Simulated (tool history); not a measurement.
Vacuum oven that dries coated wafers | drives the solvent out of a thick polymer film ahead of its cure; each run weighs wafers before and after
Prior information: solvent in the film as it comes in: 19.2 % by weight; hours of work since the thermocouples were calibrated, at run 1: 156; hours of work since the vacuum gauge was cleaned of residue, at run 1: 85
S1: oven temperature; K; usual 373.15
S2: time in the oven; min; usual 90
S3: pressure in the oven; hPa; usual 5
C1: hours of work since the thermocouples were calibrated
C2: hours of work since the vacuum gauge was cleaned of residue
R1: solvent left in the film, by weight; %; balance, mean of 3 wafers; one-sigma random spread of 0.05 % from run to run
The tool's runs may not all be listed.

{"run": 1, "day": 0.0, "S1": 373.15, "S2": 90, "S3": 5, "C1": 156, "C2": 85, "R1": 0.68}
{"run": 2, "day": 0.279, "S1": 373.15, "S2": 90, "S3": 5, "C1": 161, "C2": 89, "R1": 0.68}
{"run": 3, "day": 0.712, "S1": 379.15, "S2": 90, "S3": 5, "C1": 168, "C2": 97, "R1": 0.29}
{"run": 4, "day": 1.333, "S1": 372.15, "S2": 90, "S3": 5, "C1": 179, "C2": 107, "R1": 0.82}
{"run": 5, "day": 1.654, "S1": 373.15, "S2": 62, "S3": 5, "C1": 184, "C2": 113, "R1": 1.77}
{"run": 6, "day": 2.058, "S1": 373.15, "S2": 62, "S3": 5, "C1": 191, "C2": 120, "R1": 1.85}
{"run": 7, "day": 2.625, "S1": 373.15, "S2": 62, "S3": 5, "C1": 201, "C2": 129, "R1": 1.66}
{"run": 8, "day": 3.2, "S1": 373.15, "S2": 90, "S3": 5, "C1": 210, "C2": 139, "R1": 0.76}
{"run": 9, "day": 3.717, "S1": 373.15, "S2": 90, "S3": 5, "C1": 219, "C2": 148, "R1": 0.79}
{"run": 10, "day": 4.142, "S1": 373.15, "S2": 90, "S3": 5, "C1": 226, "C2": 155, "R1": 0.8}
{"run": 11, "day": 4.467, "S1": 373.15, "S2": 90, "S3": 5, "C1": 232, "C2": 160, "R1": 0.72}
{"run": 12, "day": 4.85, "S1": 373.15, "S2": 90, "S3": 5, "C1": 238, "C2": 167, "R1": 0.75}
{"run": 13, "day": 5.112, "S1": 373.15, "S2": 90, "S3": 5, "C1": 243, "C2": 171, "R1": 0.72}
{"run": 14, "day": 5.446, "S1": 373.15, "S2": 90, "S3": 5, "C1": 248, "C2": 177, "R1": 0.77}
{"run": 15, "day": 5.979, "S1": 373.15, "S2": 90, "S3": 12.11, "C1": 257, "C2": 186, "R1": 0.94}
{"run": 16, "day": 6.562, "S1": 373.15, "S2": 90, "S3": 12.11, "C1": 267, "C2": 196, "R1": 1.02}
{"run": 17, "day": 7.175, "S1": 363.15, "S2": 90, "S3": 12.11, "C1": 278, "C2": 206, "R1": 2.98}
{"run": 18, "day": 7.492, "S1": 373.15, "S2": 90, "S3": 9.42, "C1": 283, "C2": 212, "R1": 0.95}
{"run": 19, "day": 8.0, "S1": 373.15, "S2": 90, "S3": 9.42, "C1": 292, "C2": 220, "R1": 0.9}
{"run": 20, "day": 8.296, "S1": 373.15, "S2": 90, "S3": 5, "C1": 297, "C2": 225, "R1": 0.76}
{"run": 21, "day": 8.738, "S1": 373.15, "S2": 90, "S3": 5, "C1": 304, "C2": 233, "R1": 0.77}
{"run": 22, "day": 9.15, "S1": 373.15, "S2": 90, "S3": 5, "C1": 311, "C2": 240, "R1": 0.77}
{"run": 23, "day": 9.725, "S1": 365.15, "S2": 90, "S3": 7.85, "C1": 321, "C2": 249, "R1": 2.32}
{"run": 24, "day": 10.062, "S1": 365.15, "S2": 90, "S3": 7.85, "C1": 326, "C2": 255, "R1": 2.38}
{"run": 25, "day": 10.421, "S1": 365.15, "S2": 90, "S3": 7.85, "C1": 333, "C2": 261, "R1": 2.37}
{"run": 26, "day": 10.717, "S1": 368.15, "S2": 90, "S3": 17.49, "C1": 338, "C2": 266, "R1": 2.07}
{"run": 27, "day": 11.058, "S1": 368.15, "S2": 90, "S3": 17.49, "C1": 343, "C2": 272, "R1": 2.08}
{"run": 28, "day": 11.508, "S1": 377.15, "S2": 46, "S3": 5, "C1": 351, "C2": 280, "R1": 2.13}
{"run": 29, "day": 11.983, "S1": 377.15, "S2": 125, "S3": 11.07, "C1": 359, "C2": 288, "R1": 0.42}
{"run": 30, "day": 12.542, "S1": 377.15, "S2": 125, "S3": 11.07, "C1": 368, "C2": 297, "R1": 0.44}
{"run": 31, "day": 13.1, "S1": 377.15, "S2": 83, "S3": 11.3, "C1": 378, "C2": 307, "R1": 0.68}
{"run": 32, "day": 13.692, "S1": 381.15, "S2": 53, "S3": 2.81, "C1": 388, "C2": 316, "R1": 1}
{"run": 33, "day": 13.992, "S1": 382.15, "S2": 85, "S3": 7.03, "C1": 393, "C2": 322, "R1": 0.4}
{"run": 34, "day": 14.417, "S1": 379.15, "S2": 61, "S3": 7.21, "C1": 400, "C2": 329, "R1": 0.92}
{"run": 35, "day": 14.992, "S1": 372.15, "S2": 139, "S3": 5, "C1": 410, "C2": 339, "R1": 0.28}
{"run": 36, "day": 15.633, "S1": 378.15, "S2": 121, "S3": 3.47, "C1": 421, "C2": 349, "R1": 0.11}
{"run": 37, "day": 16.238, "S1": 381.15, "S2": 120, "S3": 13.81, "C1": 431, "C2": 360, "R1": 0.39}
{"run": 38, "day": 16.517, "S1": 364.15, "S2": 107, "S3": 14.05, "C1": 436, "C2": 364, "R1": 2.31}
{"run": 39, "day": 17.129, "S1": 373.15, "S2": 93, "S3": 12.11, "C1": 446, "C2": 375, "R1": 1.06}

Below are 3 alternative next runs, each starting from the tool's condition after run 39. Predict each:
{"run": "A", "day": 17.608, "S1": 373.15, "S2": 85, "S3": 7.97, "C1": 454, "C2": 383, "R1": "?"}
{"run": "B", "day": 17.608, "S1": 385.15, "S2": 76, "S3": 5.14, "C1": 454, "C2": 383, "R1": "?"}
{"run": "C", "day": 17.608, "S1": 366.15, "S2": 62, "S3": 3.94, "C1": 454, "C2": 383, "R1": "?"}

run=A R1=1.07
run=B R1=0.27
run=C R1=3.73
Without the tool's hidden state the same runs would have given:
run=A R1=0.91
run=B R1=0.22
run=C R1=3.4
